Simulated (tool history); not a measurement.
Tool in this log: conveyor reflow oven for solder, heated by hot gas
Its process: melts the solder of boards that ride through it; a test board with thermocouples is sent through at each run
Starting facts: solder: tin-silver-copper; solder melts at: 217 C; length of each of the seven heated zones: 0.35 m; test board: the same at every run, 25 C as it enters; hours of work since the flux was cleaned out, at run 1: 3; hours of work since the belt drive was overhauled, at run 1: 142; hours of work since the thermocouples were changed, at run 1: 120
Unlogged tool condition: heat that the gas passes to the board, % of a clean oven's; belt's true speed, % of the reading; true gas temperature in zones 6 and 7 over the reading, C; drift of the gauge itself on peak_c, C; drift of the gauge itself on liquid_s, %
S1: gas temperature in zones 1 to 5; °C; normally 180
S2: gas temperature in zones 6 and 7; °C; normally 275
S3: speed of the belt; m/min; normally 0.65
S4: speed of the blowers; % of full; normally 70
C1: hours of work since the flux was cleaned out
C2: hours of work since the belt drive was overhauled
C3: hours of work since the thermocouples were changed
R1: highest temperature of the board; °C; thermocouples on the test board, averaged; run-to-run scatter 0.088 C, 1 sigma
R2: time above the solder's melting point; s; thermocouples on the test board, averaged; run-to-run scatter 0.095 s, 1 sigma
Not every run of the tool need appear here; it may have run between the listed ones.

Run 1, hour 0: usual settings; C1 3; C2 142; C3 120. Result: R1 265.95 °C, R2 58.1 s.
Run 2, hour 19.6: usual settings; C1 13; C2 152; C3 130. Result: R1 265.82 °C, R2 58.01 s.
Run 3, hour 40.1: usual settings; C1 24; C2 163; C3 141. Result: R1 265.71 °C, R2 58.09 s.
Run 4, hour 50.3: usual settings but S1 182 °C; C1 29; C2 168; C3 146. Result: R1 265.8 °C, R2 58.69 s.
Run 5, hour 65.7: usual settings but S1 189 °C; C1 37; C2 176; C3 154. Result: R1 266.56 °C, R2 61.08 s.
Run 6, hour 87.5: usual settings but S1 167 °C, S2 273 °C, S3 0.633 m/min, S4 90 % of full; C1 48; C2 187; C3 165. Result: R1 266.58 °C, R2 57.29 s.
Run 7, hour 104.7: usual settings but S1 167 °C, S2 273 °C, S3 0.633 m/min, S4 72 % of full; C1 57; C2 196; C3 174. Result: R1 263.33 °C, R2 55.52 s.
Run 8, hour 120.8: usual settings but S1 167 °C, S2 273 °C, S3 0.633 m/min, S4 72 % of full; C1 65; C2 204; C3 183. Result: R1 263.35 °C, R2 55.27 s.
Run 9, hour 134.2: usual settings but S1 167 °C, S2 273 °C, S3 0.633 m/min, S4 72 % of full; C1 72; C2 211; C3 189. Result: R1 263.36 °C, R2 55.45 s.
Run 10, hour 156.1: usual settings but S1 167 °C, S2 289 °C, S3 0.604 m/min, S4 72 % of full; C1 83; C2 222; C3 201. Result: R1 279.6 °C, R2 64.12 s.

Alternative continuations, all from the tool just after run 10; predict every row:
Run A, hour 176.8: usual settings but S1 170 °C, S2 289 °C, S3 0.603 m/min, S4 71 % of full; C1 94; C2 233; C3 211. Result: R1 ?, R2 ?.
Run B, hour 176.8: usual settings but S2 289 °C; C1 94; C2 233; C3 211. Result: R1 ?, R2 ?.
Run C, hour 176.8: usual settings but S4 55 % of full; C1 94; C2 233; C3 211. Result: R1 ?, R2 ?.
Run D, hour 176.8: usual settings but S1 167 °C, S2 281 °C, S3 0.604 m/min, S4 72 % of full; C1 94; C2 233; C3 211. Result: R1 ?, R2 ?.

run      R1     R2
  A  279.63  65.15
  B  278.51  62.32
  C   261.7  55.85
  D  271.88  61.79
With no hidden state in the tool, these same runs would have given:
run      R1     R2
  A  280.08  64.85
  B  278.97  62.01
  C  262.05  55.66
  D  272.34  61.58
